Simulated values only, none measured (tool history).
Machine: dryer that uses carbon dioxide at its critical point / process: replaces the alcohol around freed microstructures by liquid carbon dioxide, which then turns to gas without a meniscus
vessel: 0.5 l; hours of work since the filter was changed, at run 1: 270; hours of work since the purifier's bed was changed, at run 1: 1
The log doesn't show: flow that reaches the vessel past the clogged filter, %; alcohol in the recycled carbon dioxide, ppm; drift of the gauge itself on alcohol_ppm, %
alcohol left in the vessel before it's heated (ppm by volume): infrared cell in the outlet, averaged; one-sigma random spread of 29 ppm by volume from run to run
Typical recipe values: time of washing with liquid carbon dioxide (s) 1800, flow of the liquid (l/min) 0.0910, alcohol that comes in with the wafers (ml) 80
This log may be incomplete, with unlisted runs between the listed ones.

run,hour,time of washing with liquid carbon dioxide (s),flow of the liquid (l/min),alcohol that comes in with the wafers (ml),hours of work since the filter was changed,hours of work since the purifier's bed was changed,alcohol left in the vessel before it's heated (ppm by volume)
1,0.0,1800,0.0910,80,270,1,2998
2,27.9,1800,0.0910,80,289,20,3202
3,53.7,1800,0.0910,80,308,39,3226
4,88.4,1800,0.0910,80,332,63,3510
5,106.0,1800,0.0910,80,345,76,3526
6,125.9,1800,0.0910,80,359,90,3624
# hour 130.2: inlet filter changed
7,151.6,1800,0.0792,80,15,107,3541
8,175.5,1800,0.0792,80,32,124,3639
9,205.3,1800,0.0910,30,53,145,815
10,233.8,1800,0.0910,30,73,166,854
11,249.5,1800,0.0910,30,85,177,867
12,280.0,1800,0.0910,30,106,198,919
13,312.7,1800,0.0910,30,129,221,948
14,333.3,1800,0.0910,30,144,236,949
15,349.6,1800,0.0910,80,155,248,2444
16,376.0,1800,0.0910,80,174,266,2655
17,402.1,1800,0.1071,80,193,285,1285
18,431.5,1800,0.0910,94,213,306,3291
19,448.0,1860,0.0910,80,225,317,2560
20,480.7,1800,0.0910,26,248,340,1032
21,504.5,1800,0.0910,26,265,357,1071
22,531.8,2820,0.1368,70,284,377,80
23,569.1,1800,0.0910,115,311,403,4864
24,602.1,1800,0.0674,35,334,426,4329
25,635.1,1800,0.0674,35,358,450,4435
# hour 641.6: inlet filter changed
26,657.6,2280,0.1072,62,11,465,237
27,692.2,1560,0.0665,102,36,490,13259
28,723.8,1800,0.1000,75,58,512,1355
29,747.8,1800,0.0910,30,75,529,891
30,765.7,1800,0.1294,109,88,542,541
31,790.9,1260,0.0688,20,106,560,4451
32,821.8,1260,0.0688,20,128,581,4618
33,849.5,2280,0.1094,53,147,601,280

Estimate the outcome of run 34 from the log above:
34,869.0,1140,0.1419,53,161,615,?

alcohol left in the vessel before it's heated (ppm by volume): 1725
With no hidden state in the tool, this same run would have given alcohol left in the vessel before it's heated (ppm by volume) 1217.
